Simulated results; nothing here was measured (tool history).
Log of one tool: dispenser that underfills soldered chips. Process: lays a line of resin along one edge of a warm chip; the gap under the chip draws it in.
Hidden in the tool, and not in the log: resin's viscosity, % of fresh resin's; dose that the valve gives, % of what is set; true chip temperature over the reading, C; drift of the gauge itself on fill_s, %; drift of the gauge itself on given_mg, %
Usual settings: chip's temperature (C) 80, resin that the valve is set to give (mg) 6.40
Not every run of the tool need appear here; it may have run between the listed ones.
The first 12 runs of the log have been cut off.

run,hour,chip's temperature (C),resin that the valve is set to give (mg),hours of work since the syringe was changed,hours of work since the valve was cleaned,hours of work since the stage was calibrated,time until the resin shows at the far edge (s),resin that the valve gave (mg)
13,66.5,88,6.53,4,20,84,15.3,6.48
14,70.1,88,6.53,7,22,87,18.3,6.43
# hour 74.0: new syringe of resin
15,75.3,80,6.40,1,26,91,14.6,6.28
16,79.6,80,6.40,4,29,94,18.6,6.24
17,84.2,80,5.84,8,33,97,24.4,5.68
# hour 87.5: new syringe of resin
18,91.0,81,6.40,3,37,102,16.5,6.21
19,97.8,80,5.83,8,43,107,25.1,5.66
# hour 100.7: new syringe of resin
20,103.1,84,6.77,2,46,111,14.3,6.56
# hour 105.2: dispensing valve cleaned and set on the balance
21,107.8,84,6.77,4,2,114,17.2,6.75
22,113.1,66,5.72,8,6,117,43.4,5.70
# hour 115.2: new syringe of resin
23,119.9,66,5.72,3,11,122,30.8,5.71
24,124.7,66,5.72,7,14,126,39.1,5.68
# hour 128.4: new syringe of resin
25,129.1,70,6.74,1,17,129,20.5,6.65
26,136.0,87,5.90,6,22,134,16.9,5.81
# hour 142.1: new syringe of resin
27,143.3,80,6.27,1,28,139,15.0,6.12
28,150.0,75,7.99,6,33,144,25.5,7.76
# hour 155.3: new syringe of resin
29,156.3,65,7.35,1,37,149,25.7,7.12
30,163.7,80,6.75,6,42,154,22.8,6.52
# hour 168.6: new syringe of resin
# hour 171.2: dispensing valve cleaned and set on the balance
31,172.8,77,7.00,2,1,160,18.5,7.00
32,176.6,76,5.57,5,4,163,23.8,5.58
# hour 182.7: new syringe of resin
33,182.7,82,6.73,0,8,167,13.6,6.72
34,187.8,80,7.47,4,12,171,18.2,7.38
35,191.1,77,7.53,6,15,173,24.0,7.46

Consider 3 possible next runs. They are alternatives, not a sequence: every one starts from the tool as it was left by run 35. What does each give?
# hour 195.9: new syringe of resin
A,197.4,85,5.71,1,19,178,?,?
# hour 195.9: new syringe of resin
B,197.4,93,6.66,1,19,178,?,?
# hour 195.9: new syringe of resin
C,197.4,94,6.83,1,19,178,?,?

run,time until the resin shows at the far edge (s),resin that the valve gave (mg)
A,14.2,5.65
B,10.4,6.58
C,10.2,6.75
Without the tool's unlogged condition, the same runs would have read:
run,time until the resin shows at the far edge (s),resin that the valve gave (mg)
A,12.6,5.73
B,9.3,6.67
C,9.1,6.85
